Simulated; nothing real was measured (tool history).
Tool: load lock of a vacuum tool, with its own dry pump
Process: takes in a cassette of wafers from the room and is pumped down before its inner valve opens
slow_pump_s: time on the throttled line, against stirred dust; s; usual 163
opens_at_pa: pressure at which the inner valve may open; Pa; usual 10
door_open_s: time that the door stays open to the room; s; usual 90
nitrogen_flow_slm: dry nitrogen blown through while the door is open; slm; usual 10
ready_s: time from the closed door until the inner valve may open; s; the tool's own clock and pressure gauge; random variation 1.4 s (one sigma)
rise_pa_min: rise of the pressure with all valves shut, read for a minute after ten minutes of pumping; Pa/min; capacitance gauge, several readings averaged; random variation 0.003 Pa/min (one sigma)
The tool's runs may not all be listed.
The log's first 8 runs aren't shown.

run    hour  slow_pump_s  opens_at_pa  door_open_s  nitrogen_flow_slm  hours that the pump has run since its overhaul  times that the door has closed on its seal  incoming humidity of the room's air, %  ready_s  rise_pa_min
  9   786.9          163           10           90                 10                                            3804                                        4445                                      46    236.5        0.063
 10   886.2          163           10           90                 10                                            3903                                        4773                                    46.3    235.4        0.064
 11   966.4          163           10           90                 10                                            3983                                        5038                                    43.8    236.4        0.067
 12  1020.5          163           10           90                 10                                            4037                                        5217                                    47.7    240.1        0.071
 13  1101.1          163           10           90                 10                                            4118                                        5483                                    46.6    239.6         0.07
 14  1196.4          163           10           90                 10                                            4213                                        5798                                    45.5      239        0.072
 15    1247          163           13           90                 10                                            4264                                        5966                                    46.6    235.5        0.071
 16  1334.8          163           10           90                 10                                            4352                                        6256                                    45.8      239        0.077
 17    1409          163           10           90                 10                                            4426                                        6501                                    40.7    237.1        0.076
 18  1468.5          163           10          187                 44                                            4485                                        6698                                    45.5    237.1        0.069
 19  1521.3          163           10          187                 44                                            4538                                        6872                                      42    238.5        0.063
 20  1600.5          166           11           39                 13                                            4617                                        7134                                    44.3    239.5        0.067
 21    1705          193           17           26                 30                                            4722                                        7480                                    45.6    261.7        0.061
 22  1813.4           90           10           90                 10                                            4830                                        7838                                    46.3    172.1        0.095
 23  1925.5          168           10           90                 36                                            4942                                        8209                                    42.2    241.9        0.075
 24  1993.5          168            7           27                 36                                            5010                                        8433                                    45.7    249.5         0.07
 25  2096.7          168            7           27                 36                                            5113                                        8774                                    45.4    249.5        0.065
 26  2183.5          168            7           27                 36                                            5200                                        9061                                    48.3    246.8        0.077
 27  2252.1          319           10          141                 24                                            5269                                        9288                                    49.1      381        0.098
 28  2333.4          163            8           90                  5                                            5350                                        9557                                    41.9    240.7        0.116
 29  2440.8          119           14          151                 17                                            5457                                        9912                                    45.2    196.4        0.106
 30  2554.7          163           10           76                 10                                            5571                                       10288                                    46.4    238.5        0.113
 31    2626          163           10           76                 10                                            5643                                       10524                                    50.7    238.2        0.118
 32  2743.7          126           16          195                 20                                            5760                                       10913                                    46.1    200.1        0.123
 33  2811.2          163           14           90                 10                                            5828                                       11136                                    46.3    236.1        0.124

Forecast each of these 3 alternatives for the next run:
  A  2924.7          163           12           90                 14                                            5941                                       11512                                    41.1        ?            ?
  B  2924.7          163           10           90                 13                                            5941                                       11512                                    46.5        ?            ?
  C  2924.7          100            8           90                  7                                            5941                                       11512                                    44.3        ?            ?

run  ready_s  rise_pa_min
  A    237.2        0.119
  B      239        0.122
  C    185.2        0.134
Without the tool's hidden state the same runs would have given:
run  ready_s  rise_pa_min
  A    232.9        0.025
  B    234.6         0.03
  C    180.3        0.042
